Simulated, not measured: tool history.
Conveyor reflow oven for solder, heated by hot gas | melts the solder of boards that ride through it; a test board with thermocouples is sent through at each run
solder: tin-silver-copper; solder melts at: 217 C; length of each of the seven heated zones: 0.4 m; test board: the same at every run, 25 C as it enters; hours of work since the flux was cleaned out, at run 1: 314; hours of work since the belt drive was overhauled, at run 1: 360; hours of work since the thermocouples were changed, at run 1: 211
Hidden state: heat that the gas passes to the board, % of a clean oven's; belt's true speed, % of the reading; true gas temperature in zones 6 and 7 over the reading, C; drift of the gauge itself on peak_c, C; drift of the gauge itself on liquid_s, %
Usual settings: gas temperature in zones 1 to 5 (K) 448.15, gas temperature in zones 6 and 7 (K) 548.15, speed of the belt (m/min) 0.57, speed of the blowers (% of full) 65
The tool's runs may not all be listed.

| run | hour | gas temperature in zones 1 to 5 (K) | gas temperature in zones 6 and 7 (K) | speed of the belt (m/min) | speed of the blowers (% of full) | hours of work since the flux was cleaned out | hours of work since the belt drive was overhauled | hours of work since the thermocouples were changed | highest temperature of the board (K) | time above the solder's melting point (s) |
|---|---|---|---|---|---|---|---|---|---|---|
| 1 | 0 | 448.15 | 548.15 | 0.57 | 65 | 314 | 360 | 211 | 528.45 | 64.9 |
| 2 | 9.2 | 448.15 | 548.15 | 0.57 | 65 | 319 | 365 | 216 | 527.55 | 64.6 |
| 3 | 18.2 | 448.15 | 551.15 | 0.57 | 65 | 324 | 370 | 221 | 528.75 | 66.2 |
| 4 | 25 | 448.15 | 548.15 | 0.57 | 65 | 328 | 374 | 225 | 526.95 | 63.8 |
| 5 | 36.2 | 448.15 | 548.15 | 0.57 | 65 | 334 | 380 | 231 | 526.85 | 64 |
| 6 | 42.3 | 448.15 | 548.15 | 0.57 | 65 | 337 | 383 | 235 | 527.55 | 63.6 |
| 7 | 48.1 | 448.15 | 548.15 | 0.57 | 65 | 341 | 387 | 238 | 526.05 | 64.2 |
| 8 | 58.4 | 448.15 | 548.15 | 0.57 | 65 | 346 | 392 | 244 | 526.35 | 64.5 |
| 9 | 69.2 | 448.15 | 548.15 | 0.57 | 65 | 352 | 398 | 250 | 527.25 | 63.3 |
| 10 | 78.1 | 448.15 | 548.15 | 0.57 | 65 | 357 | 403 | 255 | 525.85 | 63.3 |
| 11 | 86.5 | 448.15 | 548.15 | 0.57 | 65 | 362 | 408 | 259 | 527.35 | 64.3 |
| 12 | 94.4 | 448.15 | 548.15 | 0.57 | 65 | 366 | 412 | 264 | 527.25 | 63.5 |
| 13 | 106.3 | 448.15 | 548.15 | 0.57 | 65 | 373 | 419 | 270 | 526.45 | 63.2 |
| 14 | 115.1 | 448.15 | 548.15 | 0.57 | 65 | 378 | 424 | 275 | 526.35 | 63.5 |
| 15 | 120.2 | 448.15 | 548.15 | 0.57 | 65 | 380 | 427 | 278 | 526.75 | 63.4 |
| 16 | 129.5 | 448.15 | 548.15 | 0.57 | 65 | 386 | 432 | 283 | 526.35 | 63.6 |
|  | 136.3 | flux residue cleaned out of gas plates and filters |
| 17 | 143.6 | 448.15 | 560.15 | 0.57 | 65 | 4 | 437 | 288 | 539.65 | 74.1 |
| 18 | 148.8 | 448.15 | 560.15 | 0.57 | 65 | 7 | 440 | 291 | 541.35 | 74 |
| 19 | 157.5 | 439.15 | 560.15 | 0.57 | 74 | 12 | 444 | 296 | 541.85 | 71.4 |
| 20 | 167.1 | 448.15 | 552.15 | 0.612 | 65 | 17 | 450 | 301 | 531.45 | 62.6 |
| 21 | 172.7 | 448.15 | 548.15 | 0.57 | 71 | 20 | 453 | 304 | 530.15 | 68.2 |
| 22 | 181.8 | 448.15 | 548.15 | 0.57 | 54 | 25 | 458 | 309 | 526.85 | 63.2 |
| 23 | 192.6 | 448.15 | 548.15 | 0.57 | 54 | 31 | 464 | 315 | 526.85 | 63.7 |
| 24 | 202.5 | 443.15 | 540.15 | 0.57 | 71 | 37 | 469 | 321 | 523.65 | 60.5 |
| 25 | 208.9 | 443.15 | 540.15 | 0.57 | 71 | 40 | 473 | 324 | 522.95 | 59.2 |
| 26 | 214.7 | 448.15 | 548.15 | 0.59 | 65 | 43 | 476 | 327 | 528.55 | 62.8 |
| 27 | 226.9 | 447.15 | 558.15 | 0.616 | 66 | 50 | 483 | 334 | 535.05 | 63.9 |
| 28 | 235.9 | 446.15 | 547.15 | 0.679 | 70 | 55 | 488 | 339 | 523.05 | 49.9 |
| 29 | 242.1 | 457.15 | 554.15 | 0.57 | 65 | 59 | 491 | 343 | 536.45 | 75.2 |
| 30 | 254.5 | 450.15 | 548.15 | 0.57 | 72 | 65 | 498 | 349 | 531.45 | 69 |
| 31 | 262.5 | 450.15 | 548.15 | 0.57 | 72 | 70 | 503 | 354 | 530.05 | 68.4 |

3 ways to go on from here, each from the tool as it stands after run 31. What would each give?
| A | 273.2 | 450.15 | 547.15 | 0.526 | 77 | 76 | 508 | 360 | ? | ? |
| B | 273.2 | 442.15 | 540.15 | 0.57 | 53 | 76 | 508 | 360 | ? | ? |
| C | 273.2 | 450.15 | 560.15 | 0.57 | 72 | 76 | 508 | 360 | ? | ? |

| run | highest temperature of the board (K) | time above the solder's melting point (s) |
|---|---|---|
| A | 533.55 | 77.4 |
| B | 518.05 | 53.4 |
| C | 541.25 | 75.8 |
Without the tool's hidden state the same runs would have given:
| run | highest temperature of the board (K) | time above the solder's melting point (s) |
|---|---|---|
| A | 534.35 | 76.9 |
| B | 518.65 | 53.4 |
| C | 542.05 | 75.3 |
